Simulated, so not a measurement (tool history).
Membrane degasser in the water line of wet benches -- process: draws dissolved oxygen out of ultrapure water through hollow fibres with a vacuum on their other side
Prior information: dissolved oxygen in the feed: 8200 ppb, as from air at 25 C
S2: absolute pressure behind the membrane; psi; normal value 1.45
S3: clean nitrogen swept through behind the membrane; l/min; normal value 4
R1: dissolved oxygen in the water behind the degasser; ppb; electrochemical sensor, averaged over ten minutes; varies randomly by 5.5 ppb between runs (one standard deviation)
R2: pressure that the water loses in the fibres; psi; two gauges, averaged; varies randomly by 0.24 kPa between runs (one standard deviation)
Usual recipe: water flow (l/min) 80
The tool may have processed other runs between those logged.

{"run": 1, "hour": 0.0, "water flow (l/min)": 80, "S2": 1.45, "S3": 4, "R1": 548.3, "R2": 9.317}
{"run": 2, "hour": 85.7, "water flow (l/min)": 80, "S2": 1.45, "S3": 4, "R1": 544.4, "R2": 9.335}
{"run": 3, "hour": 262.2, "water flow (l/min)": 80, "S2": 1.45, "S3": 4, "R1": 562.7, "R2": 9.396}
{"run": 4, "hour": 439.5, "water flow (l/min)": 80, "S2": 2.06, "S3": 4, "R1": 717.1, "R2": 9.351}
{"run": 5, "hour": 563.4, "water flow (l/min)": 80, "S2": 2.06, "S3": 4, "R1": 710.4, "R2": 9.32}
{"run": 6, "hour": 726.0, "water flow (l/min)": 80, "S2": 1.45, "S3": 4, "R1": 565, "R2": 9.385}
{"run": 7, "hour": 907.1, "water flow (l/min)": 80, "S2": 1.45, "S3": 9.12, "R1": 404.8, "R2": 9.365}
{"run": 8, "hour": 1038.4, "water flow (l/min)": 80, "S2": 1.45, "S3": 4, "R1": 562.4, "R2": 9.352}
{"run": 9, "hour": 1221.4, "water flow (l/min)": 80, "S2": 1.45, "S3": 4, "R1": 561.1, "R2": 9.371}
{"run": 10, "hour": 1358.3, "water flow (l/min)": 80, "S2": 1.45, "S3": 4, "R1": 563, "R2": 9.351}
{"run": 11, "hour": 1495.6, "water flow (l/min)": 80, "S2": 1.45, "S3": 4, "R1": 561.1, "R2": 9.41}
{"run": 12, "hour": 1686.2, "water flow (l/min)": 80, "S2": 1.45, "S3": 2.29, "R1": 726.1, "R2": 9.413}
{"run": 13, "hour": 1855.7, "water flow (l/min)": 80, "S2": 1.45, "S3": 2.29, "R1": 731.1, "R2": 9.409}
{"run": 14, "hour": 1971.6, "water flow (l/min)": 80, "S2": 1.45, "S3": 2.29, "R1": 743.2, "R2": 9.438}
{"run": 15, "hour": 2086.2, "water flow (l/min)": 80, "S2": 1.45, "S3": 2.29, "R1": 739.4, "R2": 9.423}
{"run": 16, "hour": 2189.9, "water flow (l/min)": 80, "S2": 1.45, "S3": 4, "R1": 569.6, "R2": 9.384}
{"run": 17, "hour": 2376.0, "water flow (l/min)": 49, "S2": 1.42, "S3": 4, "R1": 308.1, "R2": 5.745}
{"run": 18, "hour": 2497.8, "water flow (l/min)": 64, "S2": 1.45, "S3": 2.95, "R1": 504.1, "R2": 7.578}
{"run": 19, "hour": 2583.6, "water flow (l/min)": 101, "S2": 1.13, "S3": 2.96, "R1": 700.5, "R2": 11.812}
{"run": 20, "hour": 2676.5, "water flow (l/min)": 70, "S2": 1.13, "S3": 4.4, "R1": 394.8, "R2": 8.28}
{"run": 21, "hour": 2852.2, "water flow (l/min)": 70, "S2": 1.13, "S3": 4.4, "R1": 398.7, "R2": 8.287}
{"run": 22, "hour": 2935.4, "water flow (l/min)": 86, "S2": 2.58, "S3": 4, "R1": 939.2, "R2": 10.199}
{"run": 23, "hour": 3021.8, "water flow (l/min)": 86, "S2": 2.58, "S3": 4, "R1": 916.5, "R2": 10.121}
{"run": 24, "hour": 3201.2, "water flow (l/min)": 95, "S2": 1.03, "S3": 4, "R1": 559.6, "R2": 11.207}
{"run": 25, "hour": 3316.3, "water flow (l/min)": 53, "S2": 1.45, "S3": 6.83, "R1": 276.6, "R2": 6.282}
{"run": 26, "hour": 3422.0, "water flow (l/min)": 101, "S2": 2.99, "S3": 6.59, "R1": 926.4, "R2": 12.008}
{"run": 27, "hour": 3615.8, "water flow (l/min)": 101, "S2": 2.99, "S3": 6.59, "R1": 936.6, "R2": 11.945}
{"run": 28, "hour": 3745.9, "water flow (l/min)": 101, "S2": 2.99, "S3": 6.59, "R1": 929.7, "R2": 11.979}
{"run": 29, "hour": 3881.5, "water flow (l/min)": 83, "S2": 1.35, "S3": 11.18, "R1": 407.3, "R2": 9.851}
{"run": 30, "hour": 4010.8, "water flow (l/min)": 83, "S2": 1.16, "S3": 4.18, "R1": 509.6, "R2": 9.899}
{"run": 31, "hour": 4153.2, "water flow (l/min)": 103, "S2": 2.35, "S3": 4.18, "R1": 1024.1, "R2": 12.166}
{"run": 32, "hour": 4288.6, "water flow (l/min)": 115, "S2": 1.74, "S3": 4.49, "R1": 893.3, "R2": 13.728}

Predict each of these 4 candidate next runs independently; none follows another, all start after run 32:
{"run": "A", "hour": 4474.8, "water flow (l/min)": 80, "S2": 1.62, "S3": 4, "R1": "?", "R2": "?"}
{"run": "B", "hour": 4474.8, "water flow (l/min)": 66, "S2": 1.74, "S3": 3.34, "R1": "?", "R2": "?"}
{"run": "C", "hour": 4474.8, "water flow (l/min)": 115, "S2": 1.74, "S3": 2.81, "R1": "?", "R2": "?"}
{"run": "D", "hour": 4474.8, "water flow (l/min)": 75, "S2": 1.45, "S3": 2.65, "R1": "?", "R2": "?"}

run=A R1=624.1 R2=9.452
run=B R1=588.2 R2=7.935
run=C R1=1092 R2=13.622
run=D R1=652.4 R2=8.91
Without the tool's unlogged condition, the same runs would have read:
run=A R1=597 R2=9.261
run=B R1=563.8 R2=7.775
run=C R1=1055.8 R2=13.346
run=D R1=624.2 R2=8.728
